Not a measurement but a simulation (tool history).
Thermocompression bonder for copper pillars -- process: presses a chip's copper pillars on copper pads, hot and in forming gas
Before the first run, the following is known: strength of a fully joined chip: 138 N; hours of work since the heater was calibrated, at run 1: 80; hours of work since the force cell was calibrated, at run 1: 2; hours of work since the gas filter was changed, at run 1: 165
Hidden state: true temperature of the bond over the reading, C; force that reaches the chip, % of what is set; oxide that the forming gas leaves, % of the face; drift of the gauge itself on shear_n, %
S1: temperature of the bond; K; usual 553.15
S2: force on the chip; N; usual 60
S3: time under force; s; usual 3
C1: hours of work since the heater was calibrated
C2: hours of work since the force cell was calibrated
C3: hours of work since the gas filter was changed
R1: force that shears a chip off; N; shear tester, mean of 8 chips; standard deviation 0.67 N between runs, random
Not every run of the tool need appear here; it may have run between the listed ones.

run,hour,S1,S2,S3,C1,C2,C3,R1
1,0,553.15,60,3,80,2,165,55.6
2,37.5,566.15,60,3,107,30,192,67.4
3,114.6,566.15,60,3,163,86,248,66.9
4,181.9,553.15,60,3,212,135,297,57.6
# hour 246.8: forming gas filter changed
5,270,553.15,60,3,275,198,17,60.3
6,349.1,553.15,60,3,333,256,74,62.8
7,423.6,553.15,60,3,387,310,129,61.2
8,502.3,553.15,60,3,444,367,186,61.4
9,557,553.15,60,3,484,407,226,62.4
10,611.8,553.15,60,3,524,447,265,61.6
# hour 681: heater calibrated with a thermocouple chip
11,702,583.15,60,3,15,511,329,78
# hour 717.8: forming gas filter changed
12,775.1,583.15,60,3,68,564,42,81.6
13,859.8,550.15,88,4,130,625,103,76.1
14,944,550.15,88,4,191,686,164,75.6
15,1031.9,550.15,88,4,255,750,228,75.1
# hour 1041.3: force cell calibrated
16,1078.5,529.15,52,5,288,27,261,47.1
17,1162.2,566.15,58,9,348,88,322,91.6
# hour 1188.5: forming gas filter changed
18,1245,559.15,84,2,408,148,41,66.9
19,1315.9,559.15,84,2,460,199,93,66.6
20,1382.1,559.15,84,2,508,247,141,68.2
21,1421.6,569.15,65,3,537,276,169,76.3
# hour 1475.1: heater calibrated with a thermocouple chip
22,1478.5,546.15,41,2,2,316,209,35.2

Here are 3 independent what-if runs from the current tool condition. What would each one return?
A,1523.7,544.15,37,2,35,349,242,?
B,1523.7,546.15,57,4,35,349,242,?
C,1523.7,553.15,60,3,35,349,242,?

run,R1
A,31.4
B,55.2
C,56
Had the tool no hidden state, the same runs would have come out as:
run,R1
A,32.3
B,56.9
C,57.8

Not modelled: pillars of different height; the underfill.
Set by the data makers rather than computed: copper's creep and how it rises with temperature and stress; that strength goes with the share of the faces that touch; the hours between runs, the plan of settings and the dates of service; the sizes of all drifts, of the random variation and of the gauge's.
